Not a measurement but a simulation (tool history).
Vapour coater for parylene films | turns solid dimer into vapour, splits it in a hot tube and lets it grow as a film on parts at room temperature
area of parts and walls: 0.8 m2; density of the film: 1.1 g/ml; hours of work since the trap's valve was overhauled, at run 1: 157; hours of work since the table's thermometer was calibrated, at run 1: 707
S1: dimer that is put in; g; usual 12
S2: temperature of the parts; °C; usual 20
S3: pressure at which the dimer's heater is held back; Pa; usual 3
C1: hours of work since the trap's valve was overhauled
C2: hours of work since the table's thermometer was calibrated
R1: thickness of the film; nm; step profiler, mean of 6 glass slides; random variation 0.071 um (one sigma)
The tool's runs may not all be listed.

{"run": 1, "hour": 0.0, "S1": 12, "S2": 20, "S3": 3, "C1": 157, "C2": 707, "R1": 8290}
{"run": 2, "hour": 25.4, "S1": 12, "S2": 20, "S3": 3, "C1": 177, "C2": 726, "R1": 8280}
{"run": 3, "hour": 51.0, "S1": 12, "S2": 20, "S3": 3, "C1": 196, "C2": 746, "R1": 8260}
{"run": 4, "hour": 76.0, "S1": 12, "S2": 20, "S3": 3, "C1": 215, "C2": 765, "R1": 8080}
{"run": 5, "hour": 97.1, "S1": 12, "S2": 20, "S3": 3, "C1": 232, "C2": 781, "R1": 8210}
{"run": 6, "hour": 121.8, "S1": 12, "S2": 20, "S3": 3, "C1": 250, "C2": 800, "R1": 8080}
{"run": 7, "hour": 145.5, "S1": 12, "S2": 20, "S3": 3, "C1": 269, "C2": 818, "R1": 8160}
{"run": 8, "hour": 173.3, "S1": 12, "S2": 20, "S3": 3, "C1": 290, "C2": 839, "R1": 8040}
{"run": 9, "hour": 201.7, "S1": 12, "S2": 30, "S3": 3, "C1": 312, "C2": 861, "R1": 6380}
{"run": 10, "hour": 231.8, "S1": 12, "S2": 30, "S3": 3, "C1": 335, "C2": 884, "R1": 6490}
{"run": 11, "hour": 249.3, "S1": 12, "S2": 30, "S3": 3, "C1": 348, "C2": 897, "R1": 6370}
{"run": 12, "hour": 270.1, "S1": 12, "S2": 20, "S3": 3, "C1": 364, "C2": 913, "R1": 8050}
{"run": 13, "hour": 289.9, "S1": 12, "S2": 20, "S3": 3, "C1": 379, "C2": 928, "R1": 7960}
{"run": 14, "hour": 305.4, "S1": 12, "S2": 20, "S3": 2.53, "C1": 391, "C2": 940, "R1": 8260}
{"run": 15, "hour": 332.5, "S1": 12, "S2": 20, "S3": 2.53, "C1": 411, "C2": 961, "R1": 8310}
{"run": 16, "hour": 366.7, "S1": 12, "S2": 26, "S3": 3, "C1": 438, "C2": 987, "R1": 6840}
{"run": 17, "hour": 396.4, "S1": 12, "S2": 26, "S3": 3, "C1": 460, "C2": 1010, "R1": 6900}
{"run": 18, "hour": 427.4, "S1": 12, "S2": 20, "S3": 3, "C1": 484, "C2": 1034, "R1": 7830}
{"run": 19, "hour": 453.5, "S1": 12, "S2": 20, "S3": 3, "C1": 504, "C2": 1053, "R1": 7730}
{"run": 20, "hour": 478.5, "S1": 7, "S2": 20, "S3": 3, "C1": 523, "C2": 1073, "R1": 4560}
{"run": 21, "hour": 505.0, "S1": 7, "S2": 20, "S3": 3, "C1": 543, "C2": 1093, "R1": 4510}
{"run": 22, "hour": 521.2, "S1": 7, "S2": 20, "S3": 3, "C1": 556, "C2": 1105, "R1": 4500}
{"run": 23, "hour": 549.7, "S1": 12, "S2": 21, "S3": 3, "C1": 577, "C2": 1127, "R1": 7530}
{"hour": 583.6, "done": "trap's valve overhauled"}
{"run": 24, "hour": 584.2, "S1": 12, "S2": 20, "S3": 2.86, "C1": 0, "C2": 1150, "R1": 8580}
{"run": 25, "hour": 603.1, "S1": 12, "S2": 20, "S3": 2.86, "C1": 15, "C2": 1165, "R1": 8630}
{"run": 26, "hour": 629.9, "S1": 19, "S2": 22, "S3": 5.24, "C1": 35, "C2": 1185, "R1": 11240}
{"run": 27, "hour": 646.0, "S1": 12, "S2": 20, "S3": 4.65, "C1": 48, "C2": 1198, "R1": 7640}
{"run": 28, "hour": 669.0, "S1": 12, "S2": 20, "S3": 4.65, "C1": 65, "C2": 1215, "R1": 7590}
{"run": 29, "hour": 701.2, "S1": 6, "S2": 27, "S3": 4.65, "C1": 90, "C2": 1240, "R1": 3210}
{"run": 30, "hour": 724.9, "S1": 10, "S2": 18, "S3": 2.04, "C1": 108, "C2": 1258, "R1": 7960}
{"run": 31, "hour": 741.1, "S1": 10, "S2": 20, "S3": 3.55, "C1": 120, "C2": 1270, "R1": 6620}
{"run": 32, "hour": 773.3, "S1": 5, "S2": 16, "S3": 2.74, "C1": 145, "C2": 1295, "R1": 3920}
{"run": 33, "hour": 795.8, "S1": 6, "S2": 24, "S3": 2.6, "C1": 162, "C2": 1312, "R1": 3920}
{"run": 34, "hour": 817.2, "S1": 7, "S2": 20, "S3": 9.71, "C1": 179, "C2": 1328, "R1": 3610}
{"run": 35, "hour": 832.4, "S1": 12, "S2": 18, "S3": 2.35, "C1": 190, "C2": 1340, "R1": 9290}
{"run": 36, "hour": 861.0, "S1": 12, "S2": 18, "S3": 2.35, "C1": 212, "C2": 1362, "R1": 9180}
{"run": 37, "hour": 893.9, "S1": 12, "S2": 18, "S3": 2.35, "C1": 237, "C2": 1387, "R1": 9190}
{"run": 38, "hour": 913.3, "S1": 20, "S2": 20, "S3": 3, "C1": 252, "C2": 1402, "R1": 13520}
{"run": 39, "hour": 928.8, "S1": 9, "S2": 13, "S3": 10.07, "C1": 264, "C2": 1414, "R1": 5330}
{"run": 40, "hour": 943.8, "S1": 9, "S2": 13, "S3": 10.07, "C1": 275, "C2": 1425, "R1": 5360}
{"run": 41, "hour": 965.1, "S1": 9, "S2": 13, "S3": 10.07, "C1": 292, "C2": 1441, "R1": 5330}
{"run": 42, "hour": 993.9, "S1": 9, "S2": 13, "S3": 10.07, "C1": 314, "C2": 1463, "R1": 5320}
{"run": 43, "hour": 1012.9, "S1": 9, "S2": 13, "S3": 10.07, "C1": 328, "C2": 1478, "R1": 5360}
{"run": 44, "hour": 1042.5, "S1": 9, "S2": 13, "S3": 10.07, "C1": 351, "C2": 1501, "R1": 5350}
{"run": 45, "hour": 1068.6, "S1": 6, "S2": 28, "S3": 3.71, "C1": 371, "C2": 1521, "R1": 3140}
{"run": 46, "hour": 1083.8, "S1": 19, "S2": 20, "S3": 3, "C1": 382, "C2": 1532, "R1": 12840}
{"run": 47, "hour": 1108.2, "S1": 19, "S2": 15, "S3": 3, "C1": 401, "C2": 1551, "R1": 14170}

Forecast each of these 4 alternatives for the next run:
{"run": "A", "hour": 1140.6, "S1": 15, "S2": 32, "S3": 11.89, "C1": 426, "C2": 1576, "R1": "?"}
{"run": "B", "hour": 1140.6, "S1": 18, "S2": 23, "S3": 8.89, "C1": 426, "C2": 1576, "R1": "?"}
{"run": "C", "hour": 1140.6, "S1": 11, "S2": 31, "S3": 5.73, "C1": 426, "C2": 1576, "R1": "?"}
{"run": "D", "hour": 1140.6, "S1": 12, "S2": 20, "S3": 5.3, "C1": 426, "C2": 1576, "R1": "?"}

run=A R1=5420
run=B R1=8580
run=C R1=4780
run=D R1=6910
Without the tool's hidden state the same runs would have given:
run=A R1=5780
run=B R1=9160
run=C R1=5100
run=D R1=7370
